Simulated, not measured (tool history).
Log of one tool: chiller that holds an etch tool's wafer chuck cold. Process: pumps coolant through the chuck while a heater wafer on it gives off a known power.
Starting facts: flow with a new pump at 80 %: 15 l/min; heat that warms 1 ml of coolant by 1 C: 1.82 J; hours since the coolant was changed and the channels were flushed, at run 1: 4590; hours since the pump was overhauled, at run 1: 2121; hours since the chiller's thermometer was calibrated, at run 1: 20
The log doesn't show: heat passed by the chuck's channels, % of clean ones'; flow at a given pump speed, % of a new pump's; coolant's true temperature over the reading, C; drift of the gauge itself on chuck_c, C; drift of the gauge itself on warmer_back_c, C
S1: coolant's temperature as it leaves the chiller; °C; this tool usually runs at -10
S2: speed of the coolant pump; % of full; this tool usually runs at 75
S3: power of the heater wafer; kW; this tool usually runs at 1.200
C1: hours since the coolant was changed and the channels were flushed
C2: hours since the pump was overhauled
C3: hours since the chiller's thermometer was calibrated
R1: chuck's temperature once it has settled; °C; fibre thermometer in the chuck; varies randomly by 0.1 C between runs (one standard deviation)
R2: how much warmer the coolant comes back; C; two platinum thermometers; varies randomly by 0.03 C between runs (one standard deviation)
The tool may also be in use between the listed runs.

Run 1, hour 0.0: usual settings; C1 4590; C2 2121; C3 20. Result: R1 0.9 °C, R2 2.80 C.
Run 2, hour 23.4: usual settings but S3 0.698 kW; C1 4613; C2 2145; C3 43. Result: R1 -3.5 °C, R2 1.65 C.
Run 3, hour 48.4: usual settings but S3 0.698 kW; C1 4638; C2 2170; C3 68. Result: R1 -3.7 °C, R2 1.57 C.
Run 4, hour 79.5: usual settings but S3 0.698 kW; C1 4669; C2 2201; C3 99. Result: R1 -3.6 °C, R2 1.63 C.
Run 5, hour 114.1: usual settings but S3 0.698 kW; C1 4704; C2 2235; C3 134. Result: R1 -3.6 °C, R2 1.57 C.
Run 6, hour 147.6: usual settings but S3 0.698 kW; C1 4738; C2 2269; C3 167. Result: R1 -3.8 °C, R2 1.55 C.
At hour 186.5: coolant changed, channels flushed.
Run 7, hour 190.3: usual settings but S3 0.698 kW; C1 4; C2 2306; C3 204. Result: R1 -3.7 °C, R2 1.55 C.
Run 8, hour 225.7: usual settings but S1 -15 °C; C1 39; C2 2341; C3 239. Result: R1 -4.0 °C, R2 2.73 C.
Run 9, hour 264.5: usual settings but S1 -2 °C; C1 78; C2 2380; C3 278. Result: R1 9.1 °C, R2 2.68 C.
Run 10, hour 315.9: usual settings but S1 -2 °C; C1 129; C2 2431; C3 329. Result: R1 9.0 °C, R2 2.73 C.
Run 11, hour 368.0: usual settings but S1 -2 °C; C1 181; C2 2483; C3 382. Result: R1 8.8 °C, R2 2.59 C.
Run 12, hour 419.3: usual settings but S1 -2 °C; C1 233; C2 2535; C3 433. Result: R1 8.9 °C, R2 2.62 C.
Run 13, hour 460.0: usual settings but S1 -2 °C; C1 273; C2 2575; C3 474. Result: R1 9.0 °C, R2 2.64 C.
Run 14, hour 489.2: usual settings but S1 -2 °C; C1 303; C2 2605; C3 503. Result: R1 8.9 °C, R2 2.59 C.
Run 15, hour 544.7: usual settings; C1 358; C2 2660; C3 558. Result: R1 0.9 °C, R2 2.56 C.
Run 16, hour 601.1: usual settings; C1 415; C2 2717; C3 615. Result: R1 1.0 °C, R2 2.55 C.
Run 17, hour 645.4: usual settings but S1 -2 °C, S2 70 % of full; C1 459; C2 2761; C3 659. Result: R1 9.3 °C, R2 2.69 C.
Run 18, hour 673.7: usual settings but S1 -11 °C, S2 70 % of full; C1 487; C2 2789; C3 687. Result: R1 0.3 °C, R2 2.64 C.
Run 19, hour 709.5: usual settings but S1 -15 °C, S2 65 % of full, S3 0.943 kW; C1 523; C2 2825; C3 723. Result: R1 -5.8 °C, R2 2.16 C.
At hour 724.2: gauge calibrated.
Run 20, hour 765.2: usual settings but S1 -9 °C, S2 68 % of full, S3 1.607 kW; C1 579; C2 2881; C3 779. Result: R1 6.2 °C, R2 4.17 C.
Run 21, hour 799.3: usual settings but S2 74 % of full; C1 613; C2 2915; C3 813. Result: R1 0.9 °C, R2 2.86 C.
Run 22, hour 841.4: usual settings but S2 74 % of full; C1 655; C2 2957; C3 855. Result: R1 0.9 °C, R2 2.85 C.
Run 23, hour 868.7: usual settings but S1 -6 °C, S3 1.208 kW; C1 682; C2 2984; C3 882. Result: R1 5.0 °C, R2 2.77 C.
Run 24, hour 902.8: usual settings but S1 -6 °C, S3 1.208 kW; C1 716; C2 3018; C3 916. Result: R1 4.9 °C, R2 2.77 C.
Run 25, hour 956.9: usual settings but S1 -6 °C, S3 1.208 kW; C1 770; C2 3072; C3 970. Result: R1 5.1 °C, R2 2.70 C.
Run 26, hour 985.7: usual settings but S1 -6 °C, S3 1.208 kW; C1 799; C2 3101; C3 999. Result: R1 5.1 °C, R2 2.70 C.
Run 27, hour 1016.3: usual settings but S1 -1 °C, S2 65 % of full, S3 1.208 kW; C1 830; C2 3132; C3 1030. Result: R1 10.9 °C, R2 3.16 C.
Run 28, hour 1068.3: usual settings but S1 -14 °C, S2 60 % of full, S3 0.617 kW; C1 882; C2 3184; C3 1082. Result: R1 -7.5 °C, R2 1.62 C.
Run 29, hour 1116.2: usual settings but S1 -14 °C, S2 60 % of full, S3 0.617 kW; C1 930; C2 3232; C3 1130. Result: R1 -7.7 °C, R2 1.62 C.
Run 30, hour 1141.1: usual settings but S1 -14 °C, S2 60 % of full, S3 0.617 kW; C1 955; C2 3257; C3 1155. Result: R1 -7.7 °C, R2 1.62 C.
Run 31, hour 1187.6: usual settings but S1 -18 °C, S2 88 % of full, S3 1.187 kW; C1 1001; C2 3303; C3 1201. Result: R1 -7.8 °C, R2 2.13 C.
Run 32, hour 1218.3: usual settings but S1 -18 °C, S2 88 % of full, S3 1.187 kW; C1 1032; C2 3334; C3 1232. Result: R1 -8.1 °C, R2 2.19 C.

Consider 3 possible next runs. They are alternatives, not a sequence: every one starts from the tool as it was left by run 32. What does each give?
Run A, hour 1272.1: usual settings but S1 -11 °C, S2 93 % of full, S3 1.145 kW; C1 1086; C2 3387; C3 1286. Result: R1 ?, R2 ?.
Run B, hour 1272.1: usual settings but S1 -1 °C, S2 76 % of full, S3 0.867 kW; C1 1086; C2 3387; C3 1286. Result: R1 ?, R2 ?.
Run C, hour 1272.1: usual settings but S1 -15 °C, S2 66 % of full, S3 1.330 kW; C1 1086; C2 3387; C3 1286. Result: R1 ?, R2 ?.

run    R1    R2
  A  -1.5  1.90
  B   7.0  1.72
  C  -2.1  3.26
Had the tool no hidden state, the same runs would have come out as:
run    R1    R2
  A  -1.5  2.18
  B   7.0  1.99
  C  -2.1  3.53
